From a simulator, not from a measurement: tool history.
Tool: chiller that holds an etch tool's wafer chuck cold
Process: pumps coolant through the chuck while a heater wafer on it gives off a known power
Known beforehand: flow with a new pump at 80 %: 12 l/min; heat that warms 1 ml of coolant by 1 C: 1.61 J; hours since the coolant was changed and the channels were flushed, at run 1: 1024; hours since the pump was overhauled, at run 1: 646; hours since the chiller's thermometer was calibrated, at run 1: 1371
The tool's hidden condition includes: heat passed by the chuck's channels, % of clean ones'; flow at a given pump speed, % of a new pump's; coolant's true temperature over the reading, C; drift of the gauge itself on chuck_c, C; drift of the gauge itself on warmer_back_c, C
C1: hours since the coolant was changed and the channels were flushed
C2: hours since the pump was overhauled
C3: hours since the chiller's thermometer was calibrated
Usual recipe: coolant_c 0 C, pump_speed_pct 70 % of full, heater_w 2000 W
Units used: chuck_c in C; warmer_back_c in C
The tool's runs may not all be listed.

run 1 hour=0 | coolant_c=0 pump_speed_pct=70 heater_w=2000 | C1=1024 C2=646 C3=1371 | chuck_c=16.6 warmer_back_c=7.21
run 2 hour=20.2 | coolant_c=0 pump_speed_pct=70 heater_w=2000 | C1=1045 C2=666 C3=1391 | chuck_c=16.6 warmer_back_c=7.17
run 3 hour=42 | coolant_c=0 pump_speed_pct=70 heater_w=2000 | C1=1066 C2=688 C3=1413 | chuck_c=16.5 warmer_back_c=7.23
run 4 hour=62.2 | coolant_c=0 pump_speed_pct=70 heater_w=2000 | C1=1087 C2=708 C3=1433 | chuck_c=16.5 warmer_back_c=7.25
run 5 hour=85.8 | coolant_c=0 pump_speed_pct=70 heater_w=2000 | C1=1110 C2=731 C3=1457 | chuck_c=16.3 warmer_back_c=7.18
run 6 hour=111 | coolant_c=0 pump_speed_pct=71 heater_w=2000 | C1=1135 C2=757 C3=1482 | chuck_c=16.4 warmer_back_c=7.13
run 7 hour=127.9 | coolant_c=9 pump_speed_pct=70 heater_w=2000 | C1=1152 C2=773 C3=1499 | chuck_c=25.7 warmer_back_c=7.22
run 8 hour=150.7 | coolant_c=3 pump_speed_pct=70 heater_w=2000 | C1=1175 C2=796 C3=1522 | chuck_c=19.7 warmer_back_c=7.21
run 9 hour=180.8 | coolant_c=0 pump_speed_pct=67 heater_w=2000 | C1=1205 C2=826 C3=1552 | chuck_c=17.2 warmer_back_c=7.62
run 10 hour=196.7 | coolant_c=0 pump_speed_pct=70 heater_w=2454 | C1=1221 C2=842 C3=1568 | chuck_c=20.3 warmer_back_c=8.85
run 11 hour=224.7 | coolant_c=5 pump_speed_pct=70 heater_w=2000 | C1=1249 C2=870 C3=1596 | chuck_c=21.7 warmer_back_c=7.25
run 12 hour=251.4 | coolant_c=5 pump_speed_pct=70 heater_w=2000 | C1=1276 C2=897 C3=1623 | chuck_c=21.5 warmer_back_c=7.27
run 13 hour=265.4 | coolant_c=9 pump_speed_pct=97 heater_w=2578 | C1=1290 C2=911 C3=1637 | chuck_c=25.2 warmer_back_c=6.39
run 14 hour=293.1 | coolant_c=-7 pump_speed_pct=61 heater_w=1177 | C1=1317 C2=939 C3=1664 | chuck_c=4.1 warmer_back_c=4.97
run 15 hour=309.4 | coolant_c=-1 pump_speed_pct=87 heater_w=1687 | C1=1334 C2=955 C3=1681 | chuck_c=10.8 warmer_back_c=4.67
run 16 hour=327.1 | coolant_c=8 pump_speed_pct=100 heater_w=1499 | C1=1351 C2=973 C3=1698 | chuck_c=17.4 warmer_back_c=3.64
run 17 hour=351.5 | coolant_c=8 pump_speed_pct=100 heater_w=1499 | C1=1376 C2=997 C3=1723 | chuck_c=17.2 warmer_back_c=3.65
run 18 hour=372.2 | coolant_c=-1 pump_speed_pct=97 heater_w=2202 | C1=1397 C2=1018 C3=1743 | chuck_c=13 warmer_back_c=5.47
run 19 hour=399.1 | coolant_c=-1 pump_speed_pct=97 heater_w=2202 | C1=1423 C2=1045 C3=1770 | chuck_c=12.8 warmer_back_c=5.52
run 20 hour=425.8 | coolant_c=10 pump_speed_pct=75 heater_w=2264 | C1=1450 C2=1071 C3=1797 | chuck_c=27.7 warmer_back_c=7.54
run 21 hour=440.1 | coolant_c=10 pump_speed_pct=75 heater_w=2264 | C1=1464 C2=1086 C3=1811 | chuck_c=27.9 warmer_back_c=7.58

Estimate the outcome of run 22 from the log above:
run 22 hour=471.2 | coolant_c=10 pump_speed_pct=75 heater_w=2264 | C1=1496 C2=1117 C3=1843 | chuck_c=? warmer_back_c=?

{"run 22": {"chuck_c": 27.7, "warmer_back_c": 7.63}}
With the hidden condition absent and the run-to-run variation left alone, this run would have shown chuck_c 27.3 C, warmer_back_c 7.62 C.
